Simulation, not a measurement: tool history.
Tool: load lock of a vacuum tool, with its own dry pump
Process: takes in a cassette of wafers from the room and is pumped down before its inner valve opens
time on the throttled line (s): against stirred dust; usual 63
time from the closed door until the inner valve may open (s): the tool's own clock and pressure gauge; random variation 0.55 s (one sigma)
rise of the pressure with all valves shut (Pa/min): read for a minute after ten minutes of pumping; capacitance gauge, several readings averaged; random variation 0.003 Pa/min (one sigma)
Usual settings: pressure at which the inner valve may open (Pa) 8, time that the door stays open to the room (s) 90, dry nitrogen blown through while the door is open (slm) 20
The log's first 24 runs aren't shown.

| run | hour | time on the throttled line (s) | pressure at which the inner valve may open (Pa) | time that the door stays open to the room (s) | dry nitrogen blown through while the door is open (slm) | incoming humidity of the room's air, % | time from the closed door until the inner valve may open (s) | rise of the pressure with all valves shut (Pa/min) |
|---|---|---|---|---|---|---|---|---|
| 25 | 1509 | 105 | 10 | 28 | 26 | 45.1 | 142.2 | 0.05 |
| 26 | 1549.4 | 105 | 10 | 28 | 26 | 47.9 | 141.8 | 0.045 |
| 27 | 1628.7 | 105 | 8 | 28 | 41 | 45 | 142.6 | 0.04 |
| 28 | 1702.7 | 63 | 15 | 87 | 26 | 44.6 | 106.2 | 0.049 |
| 29 | 1743.2 | 63 | 15 | 54 | 4 | 43.9 | 107.3 | 0.063 |
| 30 | 1786.5 | 63 | 15 | 54 | 4 | 46 | 107.3 | 0.063 |
| 31 | 1859.1 | 81 | 7 | 62 | 13 | 43.4 | 126.6 | 0.052 |
| 32 | 1938.1 | 59 | 15 | 62 | 13 | 47.3 | 104.5 | 0.05 |
| 33 | 2022.1 | 59 | 15 | 62 | 13 | 44.5 | 103.3 | 0.053 |
| 34 | 2109.8 | 37 | 8 | 90 | 20 | 44.6 | 92.5 | 0.049 |
| 35 | 2150.3 | 37 | 8 | 90 | 20 | 45.6 | 92.2 | 0.057 |
| 36 | 2206.9 | 73 | 8 | 150 | 20 | 43.7 | 119.4 | 0.052 |
| 37 | 2265.3 | 69 | 8 | 96 | 20 | 42.2 | 116.1 | 0.055 |

4 ways to go on from here, each from the tool as it stands after run 37. What would each give?
| A | 2332.4 | 78 | 7 | 40 | 20 | 47 | ? | ? |
| B | 2332.4 | 45 | 8 | 90 | 20 | 45.9 | ? | ? |
| C | 2332.4 | 63 | 8 | 90 | 12 | 43.5 | ? | ? |
| D | 2332.4 | 54 | 8 | 90 | 20 | 46.1 | ? | ? |

| run | time from the closed door until the inner valve may open (s) | rise of the pressure with all valves shut (Pa/min) |
|---|---|---|
| A | 122.5 | 0.055 |
| B | 98.2 | 0.053 |
| C | 111.8 | 0.056 |
| D | 104.9 | 0.055 |
Without the tool's hidden state the same runs would have given:
| run | time from the closed door until the inner valve may open (s) | rise of the pressure with all valves shut (Pa/min) |
|---|---|---|
| A | 121.4 | 0.015 |
| B | 96.9 | 0.013 |
| C | 110.6 | 0.015 |
| D | 103.6 | 0.014 |

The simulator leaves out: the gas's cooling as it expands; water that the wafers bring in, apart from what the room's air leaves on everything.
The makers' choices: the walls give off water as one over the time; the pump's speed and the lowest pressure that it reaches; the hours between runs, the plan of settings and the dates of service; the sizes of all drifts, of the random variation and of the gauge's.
